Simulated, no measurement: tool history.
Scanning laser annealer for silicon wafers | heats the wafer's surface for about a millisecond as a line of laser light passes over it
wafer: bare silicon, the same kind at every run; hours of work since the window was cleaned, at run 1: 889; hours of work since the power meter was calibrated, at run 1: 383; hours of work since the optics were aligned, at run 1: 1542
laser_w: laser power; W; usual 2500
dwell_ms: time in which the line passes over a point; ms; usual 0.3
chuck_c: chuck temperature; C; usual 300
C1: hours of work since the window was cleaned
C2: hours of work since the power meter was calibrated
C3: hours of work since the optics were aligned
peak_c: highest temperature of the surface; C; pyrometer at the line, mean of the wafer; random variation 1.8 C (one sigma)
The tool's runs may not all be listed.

run 1 hour=0 | laser_w=2500 dwell_ms=0.3 chuck_c=300 | C1=889 C2=383 C3=1542 | peak_c=990
run 2 hour=12.7 | laser_w=2500 dwell_ms=0.3 chuck_c=283 | C1=898 C2=391 C3=1551 | peak_c=975
run 3 hour=25.8 | laser_w=2500 dwell_ms=0.3 chuck_c=300 | C1=907 C2=401 C3=1560 | peak_c=992
run 4 hour=37.4 | laser_w=2500 dwell_ms=0.3 chuck_c=300 | C1=915 C2=409 C3=1568 | peak_c=995
run 5 hour=45.2 | laser_w=2500 dwell_ms=0.3 chuck_c=300 | C1=921 C2=414 C3=1574 | peak_c=991
-- hour=50.4 window over the wafer cleaned
run 6 hour=60.6 | laser_w=2500 dwell_ms=0.3 chuck_c=322 | C1=7 C2=424 C3=1583 | peak_c=1027
run 7 hour=67.7 | laser_w=2500 dwell_ms=0.3 chuck_c=322 | C1=12 C2=429 C3=1588 | peak_c=1028
run 8 hour=78.9 | laser_w=2331 dwell_ms=0.3 chuck_c=322 | C1=20 C2=437 C3=1596 | peak_c=966
run 9 hour=90.8 | laser_w=2500 dwell_ms=0.3 chuck_c=300 | C1=28 C2=445 C3=1604 | peak_c=1006

Run 10 comes next. What will it give?
run 10 hour=96.6 | laser_w=2500 dwell_ms=0.3 chuck_c=300 | C1=32 C2=449 C3=1608 | peak_c=?

{"run 10": {"peak_c": 1003}}
Without the tool's hidden state the same run would have given peak_c 1014 C.
